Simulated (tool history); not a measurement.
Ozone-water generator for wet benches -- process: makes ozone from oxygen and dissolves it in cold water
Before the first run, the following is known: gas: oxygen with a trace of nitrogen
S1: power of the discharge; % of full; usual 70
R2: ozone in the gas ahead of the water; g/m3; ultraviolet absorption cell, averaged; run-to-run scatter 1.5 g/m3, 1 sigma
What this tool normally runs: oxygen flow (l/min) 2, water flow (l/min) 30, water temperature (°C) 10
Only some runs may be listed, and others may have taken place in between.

Run 1, hour 0: usual settings. Result: dissolved ozone (ppm) 12.1, R2 275.7 g/m3.
Run 2, hour 22.7: usual settings. Result: dissolved ozone (ppm) 11.9, R2 273 g/m3.
Run 3, hour 70.9: usual settings. Result: dissolved ozone (ppm) 12, R2 275.4 g/m3.
Run 4, hour 107.1: usual settings. Result: dissolved ozone (ppm) 11.9, R2 272.5 g/m3.
At hour 114.4: contactor cleaned.
Run 5, hour 154.5: usual settings. Result: dissolved ozone (ppm) 12, R2 272.7 g/m3.
Run 6, hour 193.4: usual settings. Result: dissolved ozone (ppm) 11.6, R2 274.5 g/m3.
Run 7, hour 223.8: usual settings. Result: dissolved ozone (ppm) 11.8, R2 273.2 g/m3.
Run 8, hour 257.8: usual settings. Result: dissolved ozone (ppm) 11.7, R2 274 g/m3.
At hour 291.8: contactor cleaned, once more.
Run 9, hour 293.9: usual settings. Result: dissolved ozone (ppm) 12.4, R2 270 g/m3.
Run 10, hour 343.8: usual settings. Result: dissolved ozone (ppm) 12.5, R2 271.7 g/m3.
Run 11, hour 383.4: usual settings. Result: dissolved ozone (ppm) 12.5, R2 272.7 g/m3.
Run 12, hour 406.9: usual settings but S1 45 % of full, water flow (l/min) 18, water temperature (°C) 5. Result: dissolved ozone (ppm) 15.2, R2 195.7 g/m3.
Run 13, hour 435.1: usual settings but S1 45 % of full, water flow (l/min) 18, water temperature (°C) 5. Result: dissolved ozone (ppm) 15, R2 196.3 g/m3.

Forecast each of these 5 alternatives for the next run:
Run A, hour 469.2: usual settings but water flow (l/min) 19, water temperature (°C) 16. Result: dissolved ozone (ppm) ?, R2 ?.
Run B, hour 469.2: usual settings but oxygen flow (l/min) 1.53. Result: dissolved ozone (ppm) ?, R2 ?.
Run C, hour 469.2: usual settings but S1 64 % of full, oxygen flow (l/min) 1.8, water flow (l/min) 23, water temperature (°C) 5. Result: dissolved ozone (ppm) ?, R2 ?.
Run D, hour 469.2: usual settings but S1 81 % of full, water flow (l/min) 45. Result: dissolved ozone (ppm) ?, R2 ?.
Run E, hour 469.2: usual settings but oxygen flow (l/min) 1.26. Result: dissolved ozone (ppm) ?, R2 ?.

run  dissolved ozone (ppm)     R2
  A                   18.6  267.1
  B                   10.8  298.4
  C                   14.7  261.4
  D                      9  304.6
  E                    9.9  326.3
With the hidden condition removed and each run's random variation left untouched, the same runs would have given:
run  dissolved ozone (ppm)     R2
  A                   18.8  269.1
  B                     11  300.7
  C                   14.8  263.3
  D                    9.1  307.2
  E                     10  328.8
